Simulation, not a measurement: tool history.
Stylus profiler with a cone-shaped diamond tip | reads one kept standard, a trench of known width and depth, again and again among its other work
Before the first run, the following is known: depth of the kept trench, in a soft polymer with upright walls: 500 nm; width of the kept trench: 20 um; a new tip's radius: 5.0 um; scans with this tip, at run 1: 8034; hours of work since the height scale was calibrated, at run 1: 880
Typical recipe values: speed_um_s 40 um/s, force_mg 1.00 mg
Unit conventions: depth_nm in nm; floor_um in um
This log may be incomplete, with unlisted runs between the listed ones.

run	hour	speed_um_s	force_mg	scans with this tip	hours of work since the height scale was calibrated	depth_nm	floor_um
1	0.0	40	1.00	8034	880	506.50	13.76
2	31.5	40	1.00	8199	899	506.82	13.70
3	46.4	40	0.54	8277	907	505.29	13.71
4	60.1	40	1.00	8349	915	506.76	13.70
5	87.1	25	1.00	8490	930	506.66	13.69
6	105.4	25	2.00	8586	941	509.12	13.72
7	119.2	40	2.46	8658	949	510.16	13.72
8	140.4	40	2.46	8769	961	510.36	13.62
# hour 151.6: new tip fitted, height scale calibrated
9	174.1	40	2.46	118	13	507.62	15.46
10	190.4	134	1.00	203	22	504.15	15.15
11	213.9	40	1.00	326	36	504.01	15.32
12	244.2	19	0.56	485	53	502.78	15.41
13	266.6	10	0.89	602	66	503.93	15.36
14	281.2	99	0.89	678	74	503.85	15.08
15	304.6	16	2.50	801	88	507.77	15.30
# hour 307.6: height scale calibrated on a step standard
16	335.8	16	0.83	961	16	504.08	15.25
17	352.6	52	1.00	1049	26	504.11	15.12

Predict the results of run 18:
18	365.7	56	2.07	1118	33	?	?

Run 18 yielded depth_nm 507.15 nm, floor_um 15.20 um.
Had the tool carried no hidden state, the very same run would have given depth_nm 506.80 nm, floor_um 15.57 um.
